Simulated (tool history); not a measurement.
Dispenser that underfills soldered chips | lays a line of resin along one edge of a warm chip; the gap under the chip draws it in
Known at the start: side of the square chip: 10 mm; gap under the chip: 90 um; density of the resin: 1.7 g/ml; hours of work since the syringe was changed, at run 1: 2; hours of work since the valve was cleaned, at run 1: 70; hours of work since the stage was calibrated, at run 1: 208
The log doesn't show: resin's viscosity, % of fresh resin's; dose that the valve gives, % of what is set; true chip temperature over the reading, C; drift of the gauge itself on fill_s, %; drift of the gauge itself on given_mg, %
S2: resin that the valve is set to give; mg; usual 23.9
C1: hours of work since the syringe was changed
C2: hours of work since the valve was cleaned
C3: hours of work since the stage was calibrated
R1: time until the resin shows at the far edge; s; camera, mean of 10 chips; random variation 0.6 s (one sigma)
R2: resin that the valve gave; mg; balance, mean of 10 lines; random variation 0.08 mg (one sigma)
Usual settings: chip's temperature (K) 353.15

Run 1, hour 0.0: usual settings; C1 2; C2 70; C3 208. Result: R1 55.7 s, R2 23.12 mg.
Run 2, hour 8.6: usual settings; C1 8; C2 76; C3 214. Result: R1 81.5 s, R2 23.02 mg.
At hour 13.2: new syringe of resin.
Run 3, hour 19.3: usual settings; C1 5; C2 84; C3 222. Result: R1 67.8 s, R2 23.01 mg.
At hour 28.8: new syringe of resin.
Run 4, hour 30.4: usual settings; C1 1; C2 92; C3 230. Result: R1 56.6 s, R2 22.88 mg.
At hour 43.4: dispensing valve cleaned and set on the balance.
At hour 44.9: new syringe of resin.
Run 5, hour 46.4: usual settings; C1 1; C2 2; C3 241. Result: R1 56.0 s, R2 24.08 mg.
Run 6, hour 58.0: usual settings; C1 10; C2 11; C3 250. Result: R1 89.6 s, R2 23.86 mg.
At hour 60.4: new syringe of resin.
Run 7, hour 70.6: usual settings; C1 8; C2 20; C3 259. Result: R1 80.5 s, R2 23.73 mg.
At hour 76.3: new syringe of resin.
Run 8, hour 79.1: usual settings; C1 2; C2 26; C3 266. Result: R1 59.3 s, R2 23.77 mg.
Run 9, hour 86.8: usual settings; C1 8; C2 32; C3 271. Result: R1 80.4 s, R2 23.54 mg.
At hour 91.9: new syringe of resin.
Run 10, hour 96.0: usual settings; C1 3; C2 39; C3 278. Result: R1 63.2 s, R2 23.56 mg.
At hour 107.4: new syringe of resin.
Run 11, hour 110.9: usual settings but chip's temperature (K) 368.15; C1 3; C2 50; C3 289. Result: R1 40.6 s, R2 23.37 mg.
Run 12, hour 118.7: usual settings but S2 25.3 mg; C1 8; C2 55; C3 295. Result: R1 83.3 s, R2 24.60 mg.
At hour 122.6: new syringe of resin.
Run 13, hour 131.6: usual settings but S2 25.3 mg; C1 7; C2 65; C3 304. Result: R1 75.6 s, R2 24.68 mg.
At hour 137.6: new syringe of resin.
Run 14, hour 143.0: usual settings; C1 4; C2 73; C3 313. Result: R1 65.5 s, R2 23.23 mg.
Run 15, hour 149.9: usual settings; C1 9; C2 78; C3 318. Result: R1 88.3 s, R2 23.10 mg.
At hour 152.5: new syringe of resin.
Run 16, hour 157.1: usual settings; C1 4; C2 84; C3 323. Result: R1 63.9 s, R2 22.93 mg.
Run 17, hour 164.7: usual settings; C1 9; C2 89; C3 329. Result: R1 87.7 s, R2 22.90 mg.

The next listed run, before its measurement:
At hour 167.4: new syringe of resin.
Run 18, hour 171.6: usual settings but chip's temperature (K) 339.15; C1 3; C2 94; C3 334. Result: R1 ?, R2 ?.

Run 18 gave R1 95.1 s, R2 23.00 mg.
Without the tool's hidden state the same run would have given R1 79.6 s, R2 23.98 mg.

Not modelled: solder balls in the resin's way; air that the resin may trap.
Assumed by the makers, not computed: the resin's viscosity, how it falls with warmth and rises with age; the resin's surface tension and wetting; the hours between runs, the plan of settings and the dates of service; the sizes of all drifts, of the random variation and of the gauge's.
